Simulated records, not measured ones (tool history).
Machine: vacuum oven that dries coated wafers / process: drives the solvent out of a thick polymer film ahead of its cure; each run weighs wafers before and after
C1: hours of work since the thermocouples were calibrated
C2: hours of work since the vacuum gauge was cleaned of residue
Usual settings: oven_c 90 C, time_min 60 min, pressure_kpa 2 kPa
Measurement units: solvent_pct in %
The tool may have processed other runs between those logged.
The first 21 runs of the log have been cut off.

run 22 day=17.021 | oven_c=102 time_min=60 pressure_kpa=2 | C1=457 C2=457 | solvent_pct=1.01
run 23 day=18.129 | oven_c=102 time_min=60 pressure_kpa=2 | C1=477 C2=477 | solvent_pct=0.96
run 24 day=18.762 | oven_c=102 time_min=31 pressure_kpa=2.71 | C1=488 C2=488 | solvent_pct=1.97
run 25 day=19.738 | oven_c=103 time_min=44 pressure_kpa=2.71 | C1=505 C2=505 | solvent_pct=1.4
run 26 day=20.979 | oven_c=103 time_min=44 pressure_kpa=2.71 | C1=527 C2=527 | solvent_pct=1.38
run 27 day=22.129 | oven_c=100 time_min=70 pressure_kpa=2.02 | C1=548 C2=548 | solvent_pct=1.07
run 28 day=23.133 | oven_c=78 time_min=70 pressure_kpa=1.27 | C1=566 C2=566 | solvent_pct=3.69
run 29 day=24.162 | oven_c=78 time_min=70 pressure_kpa=1.27 | C1=584 C2=584 | solvent_pct=3.59
run 30 day=25.208 | oven_c=78 time_min=70 pressure_kpa=1.27 | C1=602 C2=602 | solvent_pct=3.64
run 31 day=26.071 | oven_c=78 time_min=63 pressure_kpa=1.27 | C1=618 C2=618 | solvent_pct=3.96
run 32 day=26.879 | oven_c=89 time_min=41 pressure_kpa=2 | C1=632 C2=632 | solvent_pct=3.22
run 33 day=28.042 | oven_c=89 time_min=41 pressure_kpa=2 | C1=653 C2=653 | solvent_pct=3.24
run 34 day=28.992 | oven_c=81 time_min=55 pressure_kpa=2 | C1=670 C2=670 | solvent_pct=4.37
run 35 day=30.075 | oven_c=81 time_min=82 pressure_kpa=5.45 | C1=689 C2=689 | solvent_pct=6.04
run 36 day=30.858 | oven_c=84 time_min=60 pressure_kpa=1.5 | C1=703 C2=703 | solvent_pct=2.98
run 37 day=31.783 | oven_c=100 time_min=73 pressure_kpa=1.42 | C1=719 C2=719 | solvent_pct=0.82
run 38 day=32.675 | oven_c=83 time_min=100 pressure_kpa=2.81 | C1=735 C2=735 | solvent_pct=3.18
run 39 day=33.642 | oven_c=90 time_min=57 pressure_kpa=2 | C1=752 C2=752 | solvent_pct=2.33
run 40 day=34.592 | oven_c=90 time_min=51 pressure_kpa=3.47 | C1=769 C2=769 | solvent_pct=3.43
run 41 day=35.308 | oven_c=92 time_min=63 pressure_kpa=3.47 | C1=782 C2=782 | solvent_pct=2.67
run 42 day=36.325 | oven_c=92 time_min=63 pressure_kpa=3.47 | C1=800 C2=800 | solvent_pct=2.65

Run 43 is up next; what results do you expect?
run 43 day=37.558 | oven_c=92 time_min=63 pressure_kpa=3.47 | C1=822 C2=822 | solvent_pct=?

{"run 43": {"solvent_pct": 2.65}}
Had the tool carried no hidden state, the very same run would have given solvent_pct 2.32 %.
